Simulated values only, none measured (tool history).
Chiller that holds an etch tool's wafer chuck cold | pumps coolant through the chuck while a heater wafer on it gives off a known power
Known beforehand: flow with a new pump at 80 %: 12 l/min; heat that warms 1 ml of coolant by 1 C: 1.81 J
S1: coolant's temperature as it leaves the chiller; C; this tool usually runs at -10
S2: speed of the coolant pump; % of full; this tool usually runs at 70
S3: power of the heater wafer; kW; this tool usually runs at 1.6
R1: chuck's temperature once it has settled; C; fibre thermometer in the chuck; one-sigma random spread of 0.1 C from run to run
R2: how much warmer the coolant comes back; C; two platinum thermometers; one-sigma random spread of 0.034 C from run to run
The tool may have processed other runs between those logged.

{"run": 1, "hour": 0.0, "S1": -10, "S2": 70, "S3": 1.6, "R1": 4.7, "R2": 5.19}
{"run": 2, "hour": 25.1, "S1": -3, "S2": 70, "S3": 1.6, "R1": 11.7, "R2": 5.28}
{"run": 3, "hour": 48.0, "S1": -10, "S2": 70, "S3": 1.6, "R1": 4.9, "R2": 5.32}
{"run": 4, "hour": 72.0, "S1": -10, "S2": 70, "S3": 1.6, "R1": 4.9, "R2": 5.25}
{"run": 5, "hour": 108.7, "S1": -10, "S2": 70, "S3": 1.6, "R1": 5, "R2": 5.25}
{"run": 6, "hour": 131.4, "S1": -19, "S2": 70, "S3": 1.6, "R1": -3.9, "R2": 5.25}
{"run": 7, "hour": 165.1, "S1": -10, "S2": 67, "S3": 1.6, "R1": 5.5, "R2": 5.51}
{"run": 8, "hour": 185.2, "S1": -10, "S2": 67, "S3": 1.6, "R1": 5.4, "R2": 5.57}
{"run": 9, "hour": 217.4, "S1": -10, "S2": 70, "S3": 1.6, "R1": 5.1, "R2": 5.25}
{"run": 10, "hour": 255.8, "S1": -10, "S2": 70, "S3": 1.6, "R1": 4.7, "R2": 5.33}
{"run": 11, "hour": 290.5, "S1": -17, "S2": 62, "S3": 1.248, "R1": -4.3, "R2": 4.68}
{"run": 12, "hour": 318.4, "S1": -17, "S2": 62, "S3": 1.248, "R1": -4.3, "R2": 4.67}
{"run": 13, "hour": 351.6, "S1": -12, "S2": 78, "S3": 0.873, "R1": -4.6, "R2": 2.62}
{"run": 14, "hour": 388.6, "S1": -6, "S2": 70, "S3": 2.37, "R1": 16.4, "R2": 7.9}
{"run": 15, "hour": 416.0, "S1": -10, "S2": 63, "S3": 1.654, "R1": 6.8, "R2": 6.14}
{"run": 16, "hour": 452.4, "S1": -13, "S2": 62, "S3": 1.541, "R1": 2.9, "R2": 5.87}
{"run": 17, "hour": 481.4, "S1": -10, "S2": 98, "S3": 1.175, "R1": -1.8, "R2": 2.74}
{"run": 18, "hour": 506.1, "S1": -2, "S2": 64, "S3": 1.39, "R1": 11.9, "R2": 5.1}

4 options for the next run, each taken on its own from the tool as it stands now. Forecast them:
{"run": "A", "hour": 542.0, "S1": -14, "S2": 62, "S3": 1.39, "R1": "?", "R2": "?"}
{"run": "B", "hour": 542.0, "S1": -10, "S2": 73, "S3": 1.233, "R1": "?", "R2": "?"}
{"run": "C", "hour": 542.0, "S1": -3, "S2": 66, "S3": 1.513, "R1": "?", "R2": "?"}
{"run": "D", "hour": 542.0, "S1": -10, "S2": 95, "S3": 1.508, "R1": "?", "R2": "?"}

run=A R1=0.4 R2=5.28
run=B R1=1.1 R2=3.92
run=C R1=11.7 R2=5.41
run=D R1=1 R2=3.62
The same runs, with their run-to-run variation unchanged, on a tool lacking any hidden condition would have given:
run=A R1=-0.5 R2=5.03
run=B R1=0.5 R2=3.73
run=C R1=10.8 R2=5.15
run=D R1=0.4 R2=3.44
